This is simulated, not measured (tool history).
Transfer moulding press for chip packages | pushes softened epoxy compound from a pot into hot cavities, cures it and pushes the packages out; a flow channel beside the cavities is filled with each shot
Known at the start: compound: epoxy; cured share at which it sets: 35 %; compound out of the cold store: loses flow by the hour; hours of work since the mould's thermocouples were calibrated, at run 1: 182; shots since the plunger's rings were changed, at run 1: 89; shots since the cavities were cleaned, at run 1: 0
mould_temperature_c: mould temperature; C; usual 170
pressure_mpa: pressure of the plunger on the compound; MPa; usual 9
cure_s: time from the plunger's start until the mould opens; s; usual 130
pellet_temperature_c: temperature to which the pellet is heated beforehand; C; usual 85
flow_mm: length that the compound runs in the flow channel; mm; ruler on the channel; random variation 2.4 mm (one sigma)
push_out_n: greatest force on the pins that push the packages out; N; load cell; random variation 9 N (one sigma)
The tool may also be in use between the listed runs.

run	day	mould_temperature_c	pressure_mpa	cure_s	pellet_temperature_c	hours of work since the mould's thermocouples were calibrated	shots since the plunger's rings were changed	shots since the cavities were cleaned	incoming compound's hours out of the cold store	flow_mm	push_out_n
1	0	170	9	130	85	182	89	0	40.7	926	408
2	0.504	170	9	130	85	188	168	79	20.4	1001	460
3	1.062	170	9	130	85	193	257	168	31.9	956	506
4	1.854	170	9	130	85	201	383	294	44.7	908	584
5	2.867	170	9	130	85	212	544	455	29	961	612
6	3.992	170	9	130	85	223	722	633	46.9	903	653
7	4.704	170	9	130	85	230	836	747	22.5	993	678
8	5.608	170	9	142	85	240	979	890	16.1	1015	668
# day 6.067: cavities cleaned with cleaning compound and waxed
9	6.65	170	9	142	85	250	1134	92	31.8	954	452
10	7.717	170	9	130	85	260	1303	261	14.3	1021	547
11	8.821	170	9	130	85	272	1479	437	21.5	989	623
12	9.758	170	7.14	130	85	281	1628	586	22.5	875	650
13	10.496	170	7.14	130	85	289	1745	703	44.5	805	688
14	11.133	170	7.14	130	85	295	1846	804	18.2	892	729
15	11.829	171	9	138	85	302	1957	915	14.6	1009	690
# day 12.2: cavities cleaned with cleaning compound and waxed
16	12.842	163	9.94	116	85	312	2108	103	47.1	970	779
17	13.817	163	9.94	116	85	322	2262	257	45.9	978	973
18	14.838	163	9.94	116	85	332	2424	419	17.1	1090	1126
19	15.642	173	9	130	81	341	2552	547	21.8	969	634
20	16.192	173	9	130	81	346	2639	634	15.3	995	651
21	17.312	164	7.43	169	81	358	2817	812	15.8	938	698
# day 18.296: cavities cleaned with cleaning compound and waxed
22	18.429	174	7.43	169	81	368	2984	21	10.1	912	395
23	19.471	174	7.43	169	81	379	3150	187	47.5	791	486
24	19.946	170	8.19	149	85	384	3225	262	32.4	892	527
25	21.058	164	10.98	161	78	395	3401	438	10.7	1169	655
26	22.142	164	10.98	161	78	406	3573	610	17	1132	704
27	23.012	173	9.11	136	90	415	3712	749	15.2	992	660
28	24.012	170	9	121	94	425	3871	908	46.4	887	738

The same runs without the tool's hidden state, with the same run-to-run variation:
The hidden state here: true mould temperature over the reading, C; pressure that reaches the compound, % of what is set; grip of the stained cavities, % over clean ones'; drift of the gauge itself on flow_mm, %; drift of the gauge itself on push_out_n, %.
run	flow_mm	push_out_n
1	929	404
2	1005	405
3	960	397
4	913	409
5	968	389
6	910	389
7	1001	392
8	1025	374
9	964	389
10	1033	392
11	1002	400
12	887	391
13	817	400
14	906	413
15	1025	385
16	986	647
17	996	686
18	1110	711
19	988	392
20	1016	385
21	958	398
22	933	376
23	810	373
24	914	380
25	1199	418
26	1162	418
27	1019	382
28	912	404

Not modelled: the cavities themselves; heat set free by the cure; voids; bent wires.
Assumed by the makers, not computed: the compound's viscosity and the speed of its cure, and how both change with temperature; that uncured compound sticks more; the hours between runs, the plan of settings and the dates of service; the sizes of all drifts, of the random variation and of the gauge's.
